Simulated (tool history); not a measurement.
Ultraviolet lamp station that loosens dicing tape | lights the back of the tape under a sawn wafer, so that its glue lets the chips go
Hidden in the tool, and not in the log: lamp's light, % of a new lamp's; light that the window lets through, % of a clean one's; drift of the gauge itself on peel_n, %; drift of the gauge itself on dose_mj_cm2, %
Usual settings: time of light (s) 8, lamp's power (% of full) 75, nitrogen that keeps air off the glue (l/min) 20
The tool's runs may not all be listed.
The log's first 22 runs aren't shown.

run,day,time of light (s),lamp's power (% of full),nitrogen that keeps air off the glue (l/min),hours of work of the lamp,hours of work since the window was cleaned,force that peels the tape off (N),light that reached the tape (mJ/cm²)
23,10.017,8,96,20,162,6,0.380,234
24,10.358,8,88,20,165,10,0.481,219
25,10.804,8,88,20,170,14,0.460,213
26,11.367,8,99,20,176,20,0.366,238
27,11.658,8,99,28,179,23,0.304,239
28,12.292,8,99,12,185,30,0.560,238
29,12.562,8,75,16,188,32,0.790,181
30,12.967,5,82,15,192,36,1.511,124
31,13.396,6,62,20,196,41,1.465,111
32,13.958,6,62,20,202,47,1.525,110
33,14.542,6,90,26,208,53,0.698,157
34,14.896,6,84,26,212,56,0.783,148
35,15.379,8,75,35,217,61,0.470,180
36,15.779,8,75,35,221,65,0.471,173
37,16.146,8,65,31,225,69,0.662,154
38,16.642,8,65,31,230,74,0.684,150
39,17.225,11,75,11,236,80,0.614,239
40,17.562,11,74,11,239,84,0.637,238
41,18.150,9,88,21,245,90,0.409,231
42,18.638,5,63,10,250,95,2.731,92
43,18.912,10,97,11,253,97,0.462,278

3 ways to go on from here, each from the tool as it stands after run 43. What would each give?
A,19.358,5,64,25,257,102,?,?
B,19.358,10,97,24,257,102,?,?
C,19.358,8,61,20,257,102,?,?

run,force that peels the tape off (N),light that reached the tape (mJ/cm²)
A,1.704,93
B,0.250,280
C,1.115,139
Without the tool's hidden state the same runs would have given:
run,force that peels the tape off (N),light that reached the tape (mJ/cm²)
A,1.318,112
B,0.192,337
C,0.803,167
